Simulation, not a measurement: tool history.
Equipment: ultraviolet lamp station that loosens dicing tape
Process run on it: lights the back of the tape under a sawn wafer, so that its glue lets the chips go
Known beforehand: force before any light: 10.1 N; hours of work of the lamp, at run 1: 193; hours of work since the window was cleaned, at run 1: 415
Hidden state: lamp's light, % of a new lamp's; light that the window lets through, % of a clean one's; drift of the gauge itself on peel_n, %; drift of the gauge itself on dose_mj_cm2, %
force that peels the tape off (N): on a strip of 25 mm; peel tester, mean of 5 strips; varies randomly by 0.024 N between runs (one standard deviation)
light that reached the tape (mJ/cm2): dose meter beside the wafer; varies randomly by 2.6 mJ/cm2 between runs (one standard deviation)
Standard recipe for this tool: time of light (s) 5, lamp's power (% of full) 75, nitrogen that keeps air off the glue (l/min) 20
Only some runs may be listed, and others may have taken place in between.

run	hour	time of light (s)	lamp's power (% of full)	nitrogen that keeps air off the glue (l/min)	hours of work of the lamp	hours of work since the window was cleaned	force that peels the tape off (N)	light that reached the tape (mJ/cm2)
1	0.0	5	75	20	193	415	1.472	309
2	41.2	7	75	20	221	444	0.732	427
3	64.6	5	79	20	237	460	1.363	317
4	83.5	5	79	20	250	473	1.356	319
5	119.8	5	79	20	275	497	1.462	319
6	158.0	5	79	20	301	524	1.413	311
7	185.4	5	82	20	320	542	1.369	320
8	209.3	5	82	20	337	559	1.332	315
9	228.4	5	82	20	350	572	1.366	322
10	258.5	2	75	20	370	592	4.845	116
11	277.4	2	75	20	383	605	4.856	111
12	314.9	2	75	20	409	631	4.778	112
13	339.5	2	75	20	426	648	4.873	115
# hour 344.8: window cleaned of glue's vapour
14	367.3	5	82	20	444	15	1.522	302
15	396.1	4	82	20	464	35	2.207	242
16	435.5	4	75	20	491	62	2.585	217
17	456.3	4	75	20	505	76	2.505	214
18	485.0	5	75	20	525	96	1.860	267
# hour 506.2: window cleaned of glue's vapour, once more
19	506.7	5	75	20	540	0	1.672	285
20	536.5	7	89	29	560	21	0.459	470
21	568.7	7	89	29	582	43	0.458	472
22	600.9	7	89	29	604	65	0.490	465
23	623.9	7	89	29	620	81	0.503	459
24	657.9	9	68	7	643	104	1.490	449
25	679.2	6	83	30	658	118	0.809	362
26	719.6	5	95	20	685	146	1.209	339
27	758.2	5	95	20	712	173	1.211	338
28	796.2	5	95	20	738	199	1.353	332
29	818.0	5	95	20	753	213	1.325	329
# hour 827.0: lamp changed
30	839.9	3	93	14	9	228	2.545	250
31	861.9	3	93	7	24	243	3.443	246
32	896.7	3	84	7	48	267	4.056	223
33	923.6	3	61	7	66	285	5.008	160
34	960.9	3	95	6	92	311	3.596	244
35	988.7	3	95	6	111	330	3.702	242
36	1025.1	3	95	6	136	355	3.771	242
37	1047.9	5	90	6	151	370	2.235	381
38	1081.1	5	80	7	174	393	2.404	335

Take each entry between the runs: how does the hidden state at the last listed run before it differ from the hidden state at the first listed run after it?
Runs 13 to 14: window cleaned of glue's vapour (hour 344.8)
  lamp's light, % of a new lamp's: 86.1 -> 85.6; light that the window lets through, % of a clean one's: 94.7 -> 93.4
  the result without the hidden state subtracted from the measured one, force that peels the tape off (N): +0.733 -> +0.529; light that reached the tape (mJ/cm2): -25 -> -75
Runs 18 to 19: window cleaned of glue's vapour, once more (hour 506.2)
  lamp's light, % of a new lamp's: 83.4 -> 83; light that the window lets through, % of a clean one's: 92.8 -> 99.6
  the result without the hidden state subtracted from the measured one, force that peels the tape off (N): +0.681 -> +0.490; light that reached the tape (mJ/cm2): -78 -> -60
Runs 29 to 30: lamp changed (hour 827.0)
  lamp's light, % of a new lamp's: 77.5 -> 99; light that the window lets through, % of a clean one's: 97.9 -> 97.8
  the result without the hidden state subtracted from the measured one, force that peels the tape off (N): +0.574 -> +0.107; light that reached the tape (mJ/cm2): -105 -> -8
